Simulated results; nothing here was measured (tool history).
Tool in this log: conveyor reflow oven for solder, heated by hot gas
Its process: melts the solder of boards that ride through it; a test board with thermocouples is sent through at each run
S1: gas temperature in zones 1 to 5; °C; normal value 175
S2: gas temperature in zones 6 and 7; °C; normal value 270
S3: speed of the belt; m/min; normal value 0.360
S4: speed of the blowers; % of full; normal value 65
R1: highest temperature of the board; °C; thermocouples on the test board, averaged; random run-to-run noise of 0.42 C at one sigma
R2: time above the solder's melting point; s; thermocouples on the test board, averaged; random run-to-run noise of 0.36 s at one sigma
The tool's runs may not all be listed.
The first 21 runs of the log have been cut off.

run,hour,S1,S2,S3,S4,R1,R2
22,184.6,175,282,0.360,86,273.1,90.7
23,195.0,175,270,0.310,86,263.8,101.7
24,202.5,165,284,0.293,65,275.8,109.8
25,208.8,165,284,0.293,65,275.3,110.3
26,215.9,175,275,0.344,57,262.1,88.3
27,221.6,175,275,0.344,57,261.6,88.2
28,228.5,185,271,0.344,57,259.3,91.8
29,239.1,185,271,0.344,57,258.8,91.8
# hour 245.9: flux residue cleaned out of gas plates and filters
30,253.8,175,261,0.311,65,253.2,93.1
31,261.6,171,261,0.311,65,252.8,90.8

Forecast each of these 3 alternatives for the next run:
A,269.8,173,270,0.401,65,?,?
B,269.8,184,262,0.360,65,?,?
C,269.8,183,261,0.314,65,?,?

run,R1,R2
A,255.1,70.2
B,251.6,83.0
C,254.1,96.5
Had the tool no hidden state, the same runs would have come out as:
run,R1,R2
A,255.8,70.6
B,252.4,83.4
C,254.8,96.8

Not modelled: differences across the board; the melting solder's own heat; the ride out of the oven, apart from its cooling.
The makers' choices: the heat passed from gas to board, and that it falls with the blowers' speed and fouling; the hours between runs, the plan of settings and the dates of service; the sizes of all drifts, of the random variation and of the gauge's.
